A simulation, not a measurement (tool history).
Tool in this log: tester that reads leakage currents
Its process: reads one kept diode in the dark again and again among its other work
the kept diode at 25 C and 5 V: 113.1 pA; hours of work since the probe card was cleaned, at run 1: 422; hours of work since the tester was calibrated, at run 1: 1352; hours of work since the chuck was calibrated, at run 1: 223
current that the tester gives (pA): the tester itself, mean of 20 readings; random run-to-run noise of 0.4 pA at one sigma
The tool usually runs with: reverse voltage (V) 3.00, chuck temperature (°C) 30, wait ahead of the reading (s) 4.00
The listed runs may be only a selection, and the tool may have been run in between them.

run	hour	reverse voltage (V)	chuck temperature (°C)	wait ahead of the reading (s)	hours of work since the probe card was cleaned	hours of work since the tester was calibrated	hours of work since the chuck was calibrated	current that the tester gives (pA)
1	0.0	3.00	30	4.00	422	1352	223	140.56
2	30.6	3.00	30	4.00	436	1366	237	140.48
3	55.8	3.00	30	4.00	447	1377	248	140.86
4	77.3	3.00	30	4.00	457	1387	258	141.03
5	108.2	3.00	30	6.67	471	1401	272	141.30
6	135.4	3.00	23	6.67	483	1413	285	81.95
# hour 138.9: chuck's temperature calibrated
7	153.8	3.00	30	4.00	491	1421	7	144.11
8	183.9	3.00	30	4.00	504	1434	20	143.53
9	198.4	3.00	30	4.00	511	1441	27	144.76
# hour 207.1: chuck's temperature calibrated, once more
10	224.0	3.00	30	4.00	522	1452	8	134.80
11	255.5	10.56	30	4.00	536	1466	22	236.52
12	280.0	1.19	54	4.00	547	1477	33	494.77
13	297.6	1.19	54	4.00	555	1485	41	494.24
14	317.4	1.19	54	4.00	564	1494	50	495.11
15	340.5	1.19	54	4.00	575	1505	61	492.24
16	360.1	1.03	30	4.00	584	1514	70	85.27
17	392.4	1.03	31	0.67	598	1528	84	91.90

The next listed run, before its measurement:
18	408.9	1.03	26	6.16	606	1536	92	?

current that the tester gives (pA): 62.53
The same run, on a tool lacking any hidden state, would have yielded current that the tester gives (pA) 61.61.
